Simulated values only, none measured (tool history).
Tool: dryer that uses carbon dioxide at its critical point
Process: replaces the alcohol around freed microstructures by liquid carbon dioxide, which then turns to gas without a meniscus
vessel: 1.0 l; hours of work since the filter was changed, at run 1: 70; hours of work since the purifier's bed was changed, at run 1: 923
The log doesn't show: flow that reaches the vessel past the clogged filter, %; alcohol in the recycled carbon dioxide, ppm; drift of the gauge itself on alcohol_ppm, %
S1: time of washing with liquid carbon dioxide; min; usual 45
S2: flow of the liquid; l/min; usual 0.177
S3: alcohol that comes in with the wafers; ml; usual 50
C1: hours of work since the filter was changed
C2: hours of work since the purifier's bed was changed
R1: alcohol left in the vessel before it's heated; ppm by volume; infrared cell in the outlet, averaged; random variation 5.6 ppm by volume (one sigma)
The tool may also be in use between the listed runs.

run,hour,S1,S2,S3,C1,C2,R1
1,0.0,45,0.177,50,70,923,299
2,58.2,36,0.177,50,98,952,684
3,86.5,36,0.177,50,112,966,679
# hour 115.3: purifier's bed changed
4,158.8,36,0.177,50,147,22,604
5,196.4,45,0.177,50,165,40,212
6,240.7,45,0.177,49,187,62,207
7,289.6,45,0.177,50,211,86,230
8,323.4,45,0.177,50,228,103,231
9,367.1,50,0.114,20,250,125,465
10,427.4,50,0.114,20,280,154,486
11,471.3,50,0.114,20,301,176,515
12,530.7,28,0.160,21,331,206,1094
13,593.4,43,0.177,101,362,237,667
14,648.3,72,0.177,49,389,264,54
15,689.2,72,0.177,49,409,284,44
16,736.3,72,0.177,49,432,307,56

5 ways to go on from here, each from the tool as it stands after run 16. What would each give?
A,791.6,45,0.267,50,460,335,?
B,791.6,35,0.209,23,460,335,?
C,791.6,43,0.108,25,460,335,?
D,791.6,34,0.126,20,460,335,?
E,791.6,44,0.117,50,460,335,?

run,R1
A,61
B,232
C,1431
D,1387
E,1953
Without the tool's hidden state the same runs would have given:
run,R1
A,8
B,112
C,1010
D,999
E,1340

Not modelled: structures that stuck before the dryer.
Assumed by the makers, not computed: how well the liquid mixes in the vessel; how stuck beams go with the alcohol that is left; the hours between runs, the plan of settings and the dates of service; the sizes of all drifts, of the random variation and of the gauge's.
